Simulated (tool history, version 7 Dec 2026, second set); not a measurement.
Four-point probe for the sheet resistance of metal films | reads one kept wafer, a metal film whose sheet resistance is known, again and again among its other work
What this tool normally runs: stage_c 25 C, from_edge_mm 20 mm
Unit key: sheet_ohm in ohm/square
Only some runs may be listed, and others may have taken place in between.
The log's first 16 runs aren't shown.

run   hour  stage_c  from_edge_mm  sheet_ohm
 17  238.0       25            20   0.387328
 18  254.5       25            59   0.387375
 19  269.7       25            59   0.387083
 20  289.7       28             8   0.387975
 21  301.4       28             8   0.387849
 22  316.8       28             8   0.387838
 23  328.7       28             8   0.387919
 24  339.4       29            13   0.387315
 25  352.5       29            13   0.387236
 26  364.4       29            13   0.387423
 27  380.6       29            20   0.387331
 28  389.8       29            23   0.387092
 29  398.7       23             8   0.388101
 30  417.1       23             8   0.388075
 31  437.2       34             8   0.387700
 32  448.8       33             6   0.388462
 33  460.8       33             6   0.388335
 34  474.2       29            20   0.387211
 35  487.4       29            20   0.387268
 36  498.1       29            20   0.387019
 37  510.4       29            20   0.387087

Here are 4 independent what-if runs from the current tool condition. What would each one return?
  A  523.5       25             6          ?
  B  523.5       25            13          ?
  C  523.5       29             4          ?
  D  523.5       28            22          ?

run  sheet_ohm
  A   0.388625
  B   0.387436
  C   0.390319
  D   0.387186
Without the tool's unlogged condition, the same runs would have read:
run  sheet_ohm
  A   0.388587
  B   0.387398
  C   0.390281
  D   0.387149
